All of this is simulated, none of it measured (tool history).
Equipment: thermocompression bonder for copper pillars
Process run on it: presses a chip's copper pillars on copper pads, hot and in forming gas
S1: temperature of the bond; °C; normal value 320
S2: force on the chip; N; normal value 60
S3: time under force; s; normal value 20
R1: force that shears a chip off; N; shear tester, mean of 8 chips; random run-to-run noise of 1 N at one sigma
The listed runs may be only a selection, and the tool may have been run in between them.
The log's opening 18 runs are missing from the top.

{"run": 19, "day": 6.496, "S1": 300, "S2": 60, "S3": 57, "R1": 96}
{"run": 20, "day": 6.908, "S1": 338, "S2": 60, "S3": 20, "R1": 95.2}
{"run": 21, "day": 7.333, "S1": 343, "S2": 60, "S3": 31, "R1": 104.8}
{"run": 22, "day": 7.567, "S1": 344, "S2": 60, "S3": 13, "R1": 87.8}
{"run": 23, "day": 7.904, "S1": 344, "S2": 37, "S3": 13, "R1": 60.1}
{"run": 24, "day": 8.35, "S1": 309, "S2": 60, "S3": 20, "R1": 76.3}
{"run": 25, "day": 8.654, "S1": 345, "S2": 65, "S3": 10, "R1": 85.3}
{"run": 26, "day": 8.958, "S1": 312, "S2": 75, "S3": 22, "R1": 92}
{"run": 27, "day": 9.283, "S1": 312, "S2": 75, "S3": 22, "R1": 90.5}
{"run": 28, "day": 9.554, "S1": 312, "S2": 75, "S3": 22, "R1": 91.6}

Predict the results of run 29:
{"run": 29, "day": 9.908, "S1": 306, "S2": 75, "S3": 11, "R1": "?"}

{"run 29": {"R1": 71.1}}
Had the tool carried no hidden state, the very same run would have given R1 75.6 N.
